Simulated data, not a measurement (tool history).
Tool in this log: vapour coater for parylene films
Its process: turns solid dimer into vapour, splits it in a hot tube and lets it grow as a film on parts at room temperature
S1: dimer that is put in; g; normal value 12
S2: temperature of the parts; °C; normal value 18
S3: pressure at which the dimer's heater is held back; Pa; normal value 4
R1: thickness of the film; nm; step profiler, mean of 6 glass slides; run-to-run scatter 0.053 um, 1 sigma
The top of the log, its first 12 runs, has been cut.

{"run": 13, "hour": 158.2, "S1": 12, "S2": 18, "S3": 4, "R1": 7390}
{"run": 14, "hour": 174.2, "S1": 12, "S2": 19, "S3": 4, "R1": 7110}
{"hour": 176.2, "done": "table's thermometer calibrated"}
{"run": 15, "hour": 184.6, "S1": 12, "S2": 18, "S3": 4, "R1": 7270}
{"run": 16, "hour": 193.9, "S1": 12, "S2": 21, "S3": 4, "R1": 6750}
{"run": 17, "hour": 209.3, "S1": 12, "S2": 21, "S3": 3.98, "R1": 6730}
{"run": 18, "hour": 221.0, "S1": 12, "S2": 23, "S3": 4, "R1": 6360}
{"hour": 225.6, "done": "table's thermometer calibrated, once more"}
{"run": 19, "hour": 232.0, "S1": 12, "S2": 18, "S3": 4.54, "R1": 7220}
{"run": 20, "hour": 245.7, "S1": 12, "S2": 18, "S3": 4.54, "R1": 7180}
{"run": 21, "hour": 255.3, "S1": 12, "S2": 11, "S3": 2.97, "R1": 8760}
{"run": 22, "hour": 262.3, "S1": 12, "S2": 14, "S3": 2.97, "R1": 7940}
{"run": 23, "hour": 274.5, "S1": 14, "S2": 18, "S3": 9.65, "R1": 8060}
{"run": 24, "hour": 286.7, "S1": 14, "S2": 18, "S3": 9.65, "R1": 7910}
{"run": 25, "hour": 298.8, "S1": 14, "S2": 18, "S3": 9.65, "R1": 7890}
{"run": 26, "hour": 315.9, "S1": 8, "S2": 18, "S3": 9.65, "R1": 4510}
{"run": 27, "hour": 326.3, "S1": 17, "S2": 23, "S3": 2.83, "R1": 9050}
{"run": 28, "hour": 340.6, "S1": 13, "S2": 16, "S3": 2.83, "R1": 8090}
{"run": 29, "hour": 347.6, "S1": 18, "S2": 16, "S3": 6.92, "R1": 10480}
{"run": 30, "hour": 355.1, "S1": 8, "S2": 14, "S3": 6.92, "R1": 4960}
{"run": 31, "hour": 369.5, "S1": 12, "S2": 24, "S3": 2.1, "R1": 6270}
{"run": 32, "hour": 384.2, "S1": 12, "S2": 24, "S3": 2.1, "R1": 6190}
{"run": 33, "hour": 399.0, "S1": 18, "S2": 22, "S3": 6.43, "R1": 9190}
{"run": 34, "hour": 408.7, "S1": 5, "S2": 22, "S3": 5.14, "R1": 2590}
{"run": 35, "hour": 423.9, "S1": 6, "S2": 25, "S3": 7.32, "R1": 2760}
{"run": 36, "hour": 435.5, "S1": 6, "S2": 25, "S3": 7.32, "R1": 2750}
{"run": 37, "hour": 448.6, "S1": 12, "S2": 11, "S3": 6.68, "R1": 7880}

Predict each of these 3 candidate next runs independently; none follows another, all start after run 37:
{"run": "A", "hour": 460.1, "S1": 12, "S2": 13, "S3": 4.8, "R1": "?"}
{"run": "B", "hour": 460.1, "S1": 12, "S2": 11, "S3": 4.83, "R1": "?"}
{"run": "C", "hour": 460.1, "S1": 7, "S2": 11, "S3": 2.65, "R1": "?"}

run=A R1=7660
run=B R1=7920
run=C R1=4760
Take away the tool's hidden state, keep each run's random variation, and the runs would have read:
run=A R1=8450
run=B R1=8740
run=C R1=5260

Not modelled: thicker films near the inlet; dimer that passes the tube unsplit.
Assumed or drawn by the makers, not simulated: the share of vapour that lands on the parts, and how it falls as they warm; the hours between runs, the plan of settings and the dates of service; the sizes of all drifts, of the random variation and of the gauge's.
